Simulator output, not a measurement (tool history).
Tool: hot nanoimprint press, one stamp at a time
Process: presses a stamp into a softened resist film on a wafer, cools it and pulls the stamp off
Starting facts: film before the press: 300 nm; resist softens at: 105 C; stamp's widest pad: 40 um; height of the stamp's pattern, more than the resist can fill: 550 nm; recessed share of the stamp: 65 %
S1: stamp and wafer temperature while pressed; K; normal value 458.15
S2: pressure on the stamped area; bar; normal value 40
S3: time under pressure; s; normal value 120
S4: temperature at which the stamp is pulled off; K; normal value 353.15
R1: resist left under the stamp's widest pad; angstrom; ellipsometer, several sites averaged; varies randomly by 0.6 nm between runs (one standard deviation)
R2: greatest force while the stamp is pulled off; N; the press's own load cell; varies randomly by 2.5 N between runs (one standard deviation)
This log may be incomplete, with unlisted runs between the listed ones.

| run | hour | S1 | S2 | S3 | S4 | R1 | R2 |
|---|---|---|---|---|---|---|---|
| 1 | 0 | 458.15 | 40 | 120 | 353.15 | 1736 | 188 |
| 2 | 7.4 | 458.15 | 40 | 118 | 353.15 | 1736 | 176 |
| 3 | 19.6 | 458.15 | 40 | 118 | 353.15 | 1741 | 182 |
| 4 | 27.1 | 458.15 | 40 | 105 | 353.15 | 1817 | 189 |
| 5 | 33.8 | 458.15 | 40 | 105 | 353.15 | 1793 | 181 |
| 6 | 47.3 | 458.15 | 40 | 105 | 353.15 | 1806 | 191 |
|  | 62.6 | stamp cleaned and given a new release coat |
| 7 | 68.4 | 458.15 | 40 | 105 | 353.15 | 1799 | 119 |
| 8 | 82.5 | 458.15 | 40 | 120 | 360.15 | 1734 | 101 |
| 9 | 91 | 458.15 | 43.4 | 120 | 353.15 | 1684 | 119 |
| 10 | 101.4 | 458.15 | 43.4 | 120 | 353.15 | 1693 | 124 |
| 11 | 110.5 | 458.15 | 43.4 | 120 | 353.15 | 1699 | 122 |
| 12 | 121.1 | 458.15 | 43.4 | 120 | 353.15 | 1694 | 123 |
|  | 125.2 | plate thermocouple calibrated |
| 13 | 131.2 | 458.15 | 43.4 | 120 | 353.15 | 1719 | 121 |
| 14 | 139.3 | 458.15 | 43.4 | 120 | 353.15 | 1718 | 129 |
| 15 | 153.8 | 458.15 | 43.4 | 120 | 353.15 | 1738 | 126 |
| 16 | 165.3 | 458.15 | 43.4 | 120 | 353.15 | 1726 | 131 |
| 17 | 173.4 | 458.15 | 44.6 | 110 | 353.15 | 1762 | 128 |
| 18 | 185.4 | 448.15 | 24.1 | 83 | 338.15 | 2659 | 170 |
| 19 | 196.7 | 448.15 | 24.1 | 83 | 338.15 | 2652 | 165 |
| 20 | 202.9 | 466.15 | 40 | 108 | 353.15 | 1428 | 128 |
| 21 | 213.2 | 447.15 | 40 | 120 | 357.15 | 2380 | 121 |
|  | 220.4 | plate thermocouple calibrated, once more |
| 22 | 225.1 | 453.15 | 28.1 | 152 | 355.15 | 2051 | 123 |
| 23 | 233.5 | 458.15 | 26.5 | 130 | 353.15 | 1906 | 133 |
| 24 | 240.7 | 458.15 | 26.5 | 130 | 353.15 | 1903 | 133 |
| 25 | 249.4 | 450.15 | 40.4 | 120 | 342.15 | 2154 | 160 |
| 26 | 262.4 | 450.15 | 40.4 | 120 | 342.15 | 2148 | 162 |
| 27 | 277.1 | 450.15 | 40.4 | 120 | 342.15 | 2134 | 161 |
| 28 | 290.4 | 450.15 | 40.4 | 120 | 342.15 | 2149 | 166 |
| 29 | 298.1 | 450.15 | 40.4 | 205 | 355.15 | 1846 | 132 |

Forecast each of these 4 alternatives for the next run:
| A | 309.6 | 448.15 | 40 | 120 | 353.15 | ? | ? |
| B | 309.6 | 458.15 | 34.5 | 148 | 353.15 | ? | ? |
| C | 309.6 | 462.15 | 40 | 120 | 350.15 | ? | ? |
| D | 309.6 | 458.15 | 25.1 | 120 | 356.15 | ? | ? |

| run | R1 | R2 |
|---|---|---|
| A | 2259 | 134 |
| B | 1681 | 141 |
| C | 1502 | 141 |
| D | 1972 | 130 |
What these runs would have given with no unlogged condition in the tool:
| run | R1 | R2 |
|---|---|---|
| A | 2239 | 110 |
| B | 1661 | 116 |
| C | 1482 | 116 |
| D | 1954 | 107 |
